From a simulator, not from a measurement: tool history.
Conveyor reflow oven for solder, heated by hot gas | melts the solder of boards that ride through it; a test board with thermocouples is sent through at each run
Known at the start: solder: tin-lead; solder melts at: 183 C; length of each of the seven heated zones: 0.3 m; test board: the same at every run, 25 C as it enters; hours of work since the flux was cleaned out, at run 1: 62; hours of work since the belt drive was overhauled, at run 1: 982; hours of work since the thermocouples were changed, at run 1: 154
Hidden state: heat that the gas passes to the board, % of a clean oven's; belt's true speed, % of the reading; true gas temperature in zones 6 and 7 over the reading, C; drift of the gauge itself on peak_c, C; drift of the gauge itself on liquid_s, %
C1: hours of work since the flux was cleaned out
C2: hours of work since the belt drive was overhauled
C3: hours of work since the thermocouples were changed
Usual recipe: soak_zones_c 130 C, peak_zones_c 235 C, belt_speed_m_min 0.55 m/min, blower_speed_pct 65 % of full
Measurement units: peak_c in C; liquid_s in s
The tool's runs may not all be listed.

{"run": 1, "hour": 0.0, "soak_zones_c": 130, "peak_zones_c": 235, "belt_speed_m_min": 0.55, "blower_speed_pct": 65, "C1": 62, "C2": 982, "C3": 154, "peak_c": 215.9, "liquid_s": 46.6}
{"run": 2, "hour": 25.1, "soak_zones_c": 130, "peak_zones_c": 235, "belt_speed_m_min": 0.55, "blower_speed_pct": 65, "C1": 80, "C2": 1000, "C3": 172, "peak_c": 215.5, "liquid_s": 46.7}
{"run": 3, "hour": 54.3, "soak_zones_c": 130, "peak_zones_c": 235, "belt_speed_m_min": 0.55, "blower_speed_pct": 65, "C1": 100, "C2": 1020, "C3": 192, "peak_c": 215.4, "liquid_s": 46.6}
{"run": 4, "hour": 80.6, "soak_zones_c": 130, "peak_zones_c": 235, "belt_speed_m_min": 0.55, "blower_speed_pct": 65, "C1": 119, "C2": 1039, "C3": 211, "peak_c": 215.3, "liquid_s": 46.5}
{"run": 5, "hour": 114.0, "soak_zones_c": 130, "peak_zones_c": 238, "belt_speed_m_min": 0.55, "blower_speed_pct": 65, "C1": 143, "C2": 1062, "C3": 234, "peak_c": 218, "liquid_s": 48.3}
{"run": 6, "hour": 156.2, "soak_zones_c": 130, "peak_zones_c": 238, "belt_speed_m_min": 0.55, "blower_speed_pct": 65, "C1": 172, "C2": 1092, "C3": 264, "peak_c": 217.4, "liquid_s": 48.1}
{"run": 7, "hour": 194.9, "soak_zones_c": 130, "peak_zones_c": 235, "belt_speed_m_min": 0.55, "blower_speed_pct": 65, "C1": 200, "C2": 1119, "C3": 292, "peak_c": 215, "liquid_s": 46.2}
{"run": 8, "hour": 231.5, "soak_zones_c": 130, "peak_zones_c": 235, "belt_speed_m_min": 0.55, "blower_speed_pct": 65, "C1": 226, "C2": 1145, "C3": 317, "peak_c": 214.4, "liquid_s": 45.9}
{"run": 9, "hour": 263.1, "soak_zones_c": 130, "peak_zones_c": 235, "belt_speed_m_min": 0.629, "blower_speed_pct": 65, "C1": 248, "C2": 1168, "C3": 340, "peak_c": 209.3, "liquid_s": 35.6}
{"run": 10, "hour": 309.3, "soak_zones_c": 130, "peak_zones_c": 235, "belt_speed_m_min": 0.544, "blower_speed_pct": 65, "C1": 280, "C2": 1200, "C3": 372, "peak_c": 214.8, "liquid_s": 46.7}
{"run": 11, "hour": 345.3, "soak_zones_c": 126, "peak_zones_c": 235, "belt_speed_m_min": 0.55, "blower_speed_pct": 65, "C1": 306, "C2": 1226, "C3": 398, "peak_c": 213.3, "liquid_s": 43.9}
{"run": 12, "hour": 397.2, "soak_zones_c": 130, "peak_zones_c": 223, "belt_speed_m_min": 0.55, "blower_speed_pct": 65, "C1": 343, "C2": 1262, "C3": 434, "peak_c": 203.6, "liquid_s": 36.5}
{"run": 13, "hour": 427.5, "soak_zones_c": 130, "peak_zones_c": 235, "belt_speed_m_min": 0.55, "blower_speed_pct": 65, "C1": 364, "C2": 1284, "C3": 456, "peak_c": 213.3, "liquid_s": 45.5}
{"hour": 439.2, "done": "flux residue cleaned out of gas plates and filters"}
{"run": 14, "hour": 470.9, "soak_zones_c": 130, "peak_zones_c": 235, "belt_speed_m_min": 0.55, "blower_speed_pct": 65, "C1": 22, "C2": 1311, "C3": 483, "peak_c": 215.4, "liquid_s": 47.2}
{"run": 15, "hour": 522.5, "soak_zones_c": 130, "peak_zones_c": 235, "belt_speed_m_min": 0.544, "blower_speed_pct": 73, "C1": 59, "C2": 1347, "C3": 519, "peak_c": 217.3, "liquid_s": 49.6}
{"run": 16, "hour": 572.9, "soak_zones_c": 130, "peak_zones_c": 235, "belt_speed_m_min": 0.544, "blower_speed_pct": 75, "C1": 94, "C2": 1383, "C3": 555, "peak_c": 217.8, "liquid_s": 49.6}
{"run": 17, "hour": 610.4, "soak_zones_c": 130, "peak_zones_c": 235, "belt_speed_m_min": 0.544, "blower_speed_pct": 75, "C1": 121, "C2": 1409, "C3": 581, "peak_c": 217.2, "liquid_s": 49.5}
{"hour": 630.1, "done": "belt drive overhauled, speed set with a stopwatch"}
{"run": 18, "hour": 641.8, "soak_zones_c": 130, "peak_zones_c": 235, "belt_speed_m_min": 0.544, "blower_speed_pct": 75, "C1": 140, "C2": 8, "C3": 601, "peak_c": 216.3, "liquid_s": 46.6}
{"run": 19, "hour": 686.8, "soak_zones_c": 130, "peak_zones_c": 235, "belt_speed_m_min": 0.544, "blower_speed_pct": 75, "C1": 172, "C2": 40, "C3": 632, "peak_c": 215.9, "liquid_s": 46.8}
{"run": 20, "hour": 720.6, "soak_zones_c": 130, "peak_zones_c": 235, "belt_speed_m_min": 0.544, "blower_speed_pct": 75, "C1": 196, "C2": 64, "C3": 656, "peak_c": 215.5, "liquid_s": 46}
{"run": 21, "hour": 771.4, "soak_zones_c": 138, "peak_zones_c": 243, "belt_speed_m_min": 0.519, "blower_speed_pct": 83, "C1": 232, "C2": 100, "C3": 692, "peak_c": 226.7, "liquid_s": 58}
{"run": 22, "hour": 795.3, "soak_zones_c": 128, "peak_zones_c": 245, "belt_speed_m_min": 0.519, "blower_speed_pct": 63, "C1": 249, "C2": 117, "C3": 709, "peak_c": 222.8, "liquid_s": 52.7}
{"run": 23, "hour": 827.1, "soak_zones_c": 128, "peak_zones_c": 245, "belt_speed_m_min": 0.519, "blower_speed_pct": 63, "C1": 271, "C2": 139, "C3": 731, "peak_c": 222.4, "liquid_s": 52.6}
{"run": 24, "hour": 855.4, "soak_zones_c": 130, "peak_zones_c": 232, "belt_speed_m_min": 0.471, "blower_speed_pct": 68, "C1": 291, "C2": 159, "C3": 751, "peak_c": 215.5, "liquid_s": 54.3}
{"run": 25, "hour": 878.9, "soak_zones_c": 130, "peak_zones_c": 232, "belt_speed_m_min": 0.471, "blower_speed_pct": 68, "C1": 308, "C2": 176, "C3": 768, "peak_c": 215.5, "liquid_s": 54.1}
{"run": 26, "hour": 919.2, "soak_zones_c": 130, "peak_zones_c": 232, "belt_speed_m_min": 0.471, "blower_speed_pct": 68, "C1": 336, "C2": 204, "C3": 797, "peak_c": 215.2, "liquid_s": 54.1}
{"hour": 970.1, "done": "flux residue cleaned out of gas plates and filters"}
{"run": 27, "hour": 975.6, "soak_zones_c": 130, "peak_zones_c": 232, "belt_speed_m_min": 0.471, "blower_speed_pct": 68, "C1": 4, "C2": 240, "C3": 833, "peak_c": 216.4, "liquid_s": 55.7}
{"run": 28, "hour": 997.1, "soak_zones_c": 130, "peak_zones_c": 234, "belt_speed_m_min": 0.461, "blower_speed_pct": 65, "C1": 19, "C2": 256, "C3": 848, "peak_c": 218.4, "liquid_s": 58.2}

Here are 5 independent what-if runs from the current tool condition. What would each one return?
{"run": "A", "hour": 1020.9, "soak_zones_c": 138, "peak_zones_c": 234, "belt_speed_m_min": 0.607, "blower_speed_pct": 65, "C1": 36, "C2": 272, "C3": 865, "peak_c": "?", "liquid_s": "?"}
{"run": "B", "hour": 1020.9, "soak_zones_c": 126, "peak_zones_c": 240, "belt_speed_m_min": 0.479, "blower_speed_pct": 65, "C1": 36, "C2": 272, "C3": 865, "peak_c": "?", "liquid_s": "?"}
{"run": "C", "hour": 1020.9, "soak_zones_c": 122, "peak_zones_c": 235, "belt_speed_m_min": 0.55, "blower_speed_pct": 65, "C1": 36, "C2": 272, "C3": 865, "peak_c": "?", "liquid_s": "?"}
{"run": "D", "hour": 1020.9, "soak_zones_c": 119, "peak_zones_c": 233, "belt_speed_m_min": 0.55, "blower_speed_pct": 59, "C1": 36, "C2": 272, "C3": 865, "peak_c": "?", "liquid_s": "?"}
{"run": "E", "hour": 1020.9, "soak_zones_c": 130, "peak_zones_c": 234, "belt_speed_m_min": 0.556, "blower_speed_pct": 65, "C1": 36, "C2": 272, "C3": 865, "peak_c": "?", "liquid_s": "?"}

run=A peak_c=210.9 liquid_s=39.7
run=B peak_c=222 liquid_s=56.9
run=C peak_c=211.6 liquid_s=41.1
run=D peak_c=207.9 liquid_s=36.7
run=E peak_c=212.4 liquid_s=42.7
With the hidden condition removed and each run's random variation left untouched, the same runs would have given:
run=A peak_c=213.3 liquid_s=41.2
run=B peak_c=224.6 liquid_s=58.2
run=C peak_c=214.1 liquid_s=42.7
run=D peak_c=210.3 liquid_s=38.5
run=E peak_c=214.9 liquid_s=44.2

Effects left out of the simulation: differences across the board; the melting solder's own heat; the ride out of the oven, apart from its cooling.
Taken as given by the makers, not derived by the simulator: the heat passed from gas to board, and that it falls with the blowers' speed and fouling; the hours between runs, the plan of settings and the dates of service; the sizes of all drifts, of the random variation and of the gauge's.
